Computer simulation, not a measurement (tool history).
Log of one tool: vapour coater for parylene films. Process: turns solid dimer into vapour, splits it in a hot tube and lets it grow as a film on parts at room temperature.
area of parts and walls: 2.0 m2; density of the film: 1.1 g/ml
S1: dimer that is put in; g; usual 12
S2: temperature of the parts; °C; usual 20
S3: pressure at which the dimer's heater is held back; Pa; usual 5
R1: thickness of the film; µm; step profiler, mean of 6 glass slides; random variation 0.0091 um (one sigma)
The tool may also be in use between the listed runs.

run 1 hour=0 | S1=12 S2=20 S3=5 | R1=2.787
run 2 hour=30.1 | S1=12 S2=20 S3=7.94 | R1=2.497
run 3 hour=49.1 | S1=17 S2=20 S3=5 | R1=3.962
run 4 hour=79 | S1=17 S2=20 S3=5 | R1=3.918
run 5 hour=94.7 | S1=12 S2=29 S3=5 | R1=2.259
run 6 hour=114.6 | S1=12 S2=29 S3=5 | R1=2.266
run 7 hour=138.5 | S1=12 S2=29 S3=5 | R1=2.254
run 8 hour=155.8 | S1=12 S2=20 S3=5 | R1=2.772
run 9 hour=173.1 | S1=8 S2=30 S3=2.01 | R1=1.821
run 10 hour=200.1 | S1=5 S2=22 S3=9.4 | R1=0.952
run 11 hour=222.6 | S1=8 S2=20 S3=4.08 | R1=1.936

Hidden state or all else? Some run-to-run changes of R1, split into what the settings, what came in and random variation would give without the hidden state, and what is left for the hidden state (with any gauge scatter that isn't in both results):
The hidden state here: vapour lost through the trap's worn valve, %; true temperature of the parts over the reading, C; drift of the gauge itself on film_um, %.
Run 4 -> 5: S1 17 -> 12, S2 20 -> 29. R1 -1.659 µm: hidden state +0.098, all else -1.757.
